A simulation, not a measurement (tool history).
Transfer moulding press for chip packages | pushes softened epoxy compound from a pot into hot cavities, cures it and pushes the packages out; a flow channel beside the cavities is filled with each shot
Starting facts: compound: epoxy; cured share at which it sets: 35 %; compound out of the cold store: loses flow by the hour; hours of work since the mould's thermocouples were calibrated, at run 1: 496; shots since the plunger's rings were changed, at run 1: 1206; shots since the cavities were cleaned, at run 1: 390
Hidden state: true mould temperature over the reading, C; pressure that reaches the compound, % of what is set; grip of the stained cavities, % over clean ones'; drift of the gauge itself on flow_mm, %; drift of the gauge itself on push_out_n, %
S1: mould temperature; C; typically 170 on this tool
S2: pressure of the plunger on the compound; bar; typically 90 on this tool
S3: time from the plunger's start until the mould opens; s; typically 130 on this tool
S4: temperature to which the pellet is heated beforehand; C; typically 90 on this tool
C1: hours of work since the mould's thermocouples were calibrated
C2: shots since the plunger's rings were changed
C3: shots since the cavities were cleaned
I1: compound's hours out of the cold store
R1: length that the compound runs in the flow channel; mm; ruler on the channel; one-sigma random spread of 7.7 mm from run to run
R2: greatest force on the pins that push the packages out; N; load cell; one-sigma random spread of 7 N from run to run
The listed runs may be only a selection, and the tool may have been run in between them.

| run | hour | S1 | S2 | S3 | S4 | C1 | C2 | C3 | I1 | R1 | R2 |
|---|---|---|---|---|---|---|---|---|---|---|---|
| 1 | 0 | 170 | 90 | 130 | 90 | 496 | 1206 | 390 | 28.9 | 881 | 487 |
| 2 | 12.7 | 170 | 90 | 130 | 90 | 504 | 1339 | 523 | 32 | 884 | 522 |
|  | 17 | cavities cleaned with cleaning compound and waxed |
| 3 | 28.3 | 170 | 90 | 130 | 90 | 514 | 1486 | 118 | 22.4 | 893 | 383 |
| 4 | 38.1 | 170 | 90 | 130 | 90 | 521 | 1589 | 221 | 20.5 | 886 | 442 |
| 5 | 58.7 | 170 | 90 | 130 | 90 | 535 | 1805 | 437 | 14.2 | 907 | 535 |
|  | 71 | cavities cleaned with cleaning compound and waxed |
| 6 | 79.4 | 170 | 90 | 130 | 90 | 549 | 2006 | 88 | 32.3 | 851 | 360 |
| 7 | 94.2 | 170 | 90 | 130 | 90 | 559 | 2160 | 242 | 12.9 | 893 | 467 |
| 8 | 107 | 170 | 90 | 130 | 90 | 568 | 2294 | 376 | 39.5 | 834 | 503 |
| 9 | 121 | 170 | 90 | 130 | 90 | 577 | 2441 | 523 | 46.3 | 846 | 534 |
|  | 125.2 | cavities cleaned with cleaning compound and waxed |
| 10 | 133 | 170 | 90 | 116 | 90 | 585 | 2551 | 82 | 25.7 | 865 | 469 |
| 11 | 145.9 | 173 | 90 | 130 | 86 | 594 | 2686 | 217 | 32.5 | 847 | 358 |
| 12 | 166.5 | 173 | 90 | 130 | 86 | 608 | 2902 | 433 | 39.9 | 825 | 448 |
|  | 179 | cavities cleaned with cleaning compound and waxed |
| 13 | 180.5 | 177 | 104.5 | 125 | 90 | 617 | 3032 | 16 | 23.8 | 905 | 262 |
| 14 | 193.9 | 163 | 104.5 | 116 | 85 | 626 | 3173 | 157 | 45.4 | 917 | 822 |
| 15 | 214.6 | 163 | 104.5 | 116 | 94 | 640 | 3389 | 373 | 27.2 | 956 | 991 |

Run 16 comes next. What will it give?
| 16 | 225.1 | 175 | 71.6 | 130 | 94 | 647 | 3499 | 483 | 25.3 | ? | ? |

Run 16 produced R1 739 mm, R2 425 N.
Minus the tool's unlogged condition, the same run would have read R1 788 mm, R2 242 N.

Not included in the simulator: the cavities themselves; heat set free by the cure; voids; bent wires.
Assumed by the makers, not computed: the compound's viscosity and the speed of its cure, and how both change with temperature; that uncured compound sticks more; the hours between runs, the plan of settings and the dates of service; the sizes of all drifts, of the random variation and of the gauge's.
